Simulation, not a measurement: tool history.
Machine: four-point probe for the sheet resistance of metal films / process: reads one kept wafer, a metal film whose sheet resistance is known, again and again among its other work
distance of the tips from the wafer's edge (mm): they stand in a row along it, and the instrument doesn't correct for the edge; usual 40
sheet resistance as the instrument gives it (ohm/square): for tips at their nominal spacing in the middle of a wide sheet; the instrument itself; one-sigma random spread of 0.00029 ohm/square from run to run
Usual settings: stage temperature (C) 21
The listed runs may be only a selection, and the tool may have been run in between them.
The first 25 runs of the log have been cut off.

run   hour  stage temperature (C)  distance of the tips from the wafer's edge (mm)  sheet resistance as the instrument gives it (ohm/square)
 26  304.2                     23                                               40                                                  1.419277
 27  315.8                     23                                               40                                                  1.419247
 28  325.1                     28                                                4                                                  1.497946
 29  333.1                     23                                               34                                                  1.419644
 30  340.5                     29                                               47                                                  1.425686
 31  356.1                     20                                                4                                                  1.487016
 32  366.1                     20                                                4                                                  1.487549
 33    377                     33                                               14                                                  1.436663
 34  391.8                     33                                               14                                                  1.436512
 35  403.5                     33                                               14                                                  1.435934
 36  414.3                     31                                               10                                                  1.439297
 37  426.4                     27                                               40                                                  1.423167

3 ways to go on from here, each from the tool as it stands after run 37. What would each give?
  A  438.3                     25                                               19                                                         ?
  B  438.3                     34                                               40                                                         ?
  C  438.3                     33                                               71                                                         ?

run  sheet resistance as the instrument gives it (ohm/square)
  A                                                  1.423403
  B                                                  1.431116
  C                                                  1.429091
Stripped of hidden state, with their random variation kept, the same runs would have yielded:
run  sheet resistance as the instrument gives it (ohm/square)
  A                                                  1.434923
  B                                                   1.44269
  C                                                  1.440649
